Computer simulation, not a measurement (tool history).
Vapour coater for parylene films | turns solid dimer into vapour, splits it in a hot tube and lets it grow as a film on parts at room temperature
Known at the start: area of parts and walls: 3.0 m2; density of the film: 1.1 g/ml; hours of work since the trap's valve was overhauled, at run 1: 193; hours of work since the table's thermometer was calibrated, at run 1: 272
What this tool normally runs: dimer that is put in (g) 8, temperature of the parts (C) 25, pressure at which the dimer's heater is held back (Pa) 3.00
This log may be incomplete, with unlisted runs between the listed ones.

run	hour	dimer that is put in (g)	temperature of the parts (C)	pressure at which the dimer's heater is held back (Pa)	hours of work since the trap's valve was overhauled	hours of work since the table's thermometer was calibrated	thickness of the film (µm)
1	0.0	8	25	3.00	193	272	1.39
2	40.3	8	25	3.00	215	294	1.38
3	80.7	5	25	3.00	237	316	0.85
4	118.0	5	25	3.00	257	336	0.86
5	165.1	8	27	3.00	283	361	1.26
6	192.8	8	27	3.00	298	376	1.24
7	218.0	8	27	3.00	311	390	1.26
8	254.1	8	25	3.00	331	409	1.34
9	290.0	8	25	3.00	350	429	1.38
10	312.9	8	25	3.00	363	441	1.33
11	344.0	8	25	3.00	379	458	1.36
12	374.9	8	25	3.00	396	475	1.33
13	406.1	8	25	9.54	413	492	1.18
14	440.5	8	25	3.00	432	510	1.29
15	480.4	8	25	3.00	453	532	1.28
16	505.6	8	25	3.00	467	545	1.33
17	548.9	8	25	3.00	490	569	1.30
18	579.1	8	25	3.00	507	585	1.31
19	612.6	6	25	3.00	525	603	0.91
20	645.2	8	25	3.00	542	621	1.26
21	689.2	8	25	3.00	566	645	1.31
22	732.8	8	25	3.00	590	668	1.27
23	773.0	6	25	3.00	611	690	0.94
24	797.4	6	25	3.00	625	703	0.95
25	821.8	6	25	5.24	638	716	0.87
# hour 863.5: trap's valve overhauled
26	871.5	6	25	5.24	4	741	0.99
27	921.2	10	28	5.24	31	768	1.45
28	948.4	8	18	5.24	46	783	1.73
29	995.8	10	25	7.46	72	808	1.57
30	1018.1	6	25	5.19	84	820	1.00
31	1063.0	6	25	5.19	108	845	0.98
32	1103.5	5	25	3.43	130	867	0.84
33	1139.9	5	25	3.43	149	886	0.83
34	1181.7	8	36	5.73	172	909	0.79
35	1214.9	8	36	5.73	190	927	0.80
36	1256.5	8	36	5.73	213	949	0.81
37	1302.9	8	36	5.73	238	974	0.82
38	1339.5	4	24	2.51	257	994	0.69
39	1378.7	12	29	4.99	279	1015	1.64
40	1408.0	12	29	4.99	294	1031	1.62
41	1449.9	12	29	4.99	317	1054	1.61
42	1484.1	8	20	3.00	336	1072	1.61
43	1518.9	14	25	7.91	354	1091	2.07
44	1549.3	8	25	3.00	371	1108	1.30
45	1580.8	4	20	2.34	388	1125	0.81
46	1609.7	4	30	2.58	403	1140	0.54
47	1634.4	4	25	2.35	417	1154	0.71
48	1655.9	10	17	2.35	429	1165	2.25

Each row is a separate what-if for the run after 48, all from the same tool condition, not one after another. Results?
A	1692.2	8	17	2.35	448	1185	?
B	1692.2	12	17	3.67	448	1185	?
C	1692.2	3	19	2.35	448	1185	?

run	thickness of the film (µm)
A	1.81
B	2.58
C	0.62
Take away the tool's hidden state, keep each run's random variation, and the runs would have read:
run	thickness of the film (µm)
A	2.06
B	2.92
C	0.70

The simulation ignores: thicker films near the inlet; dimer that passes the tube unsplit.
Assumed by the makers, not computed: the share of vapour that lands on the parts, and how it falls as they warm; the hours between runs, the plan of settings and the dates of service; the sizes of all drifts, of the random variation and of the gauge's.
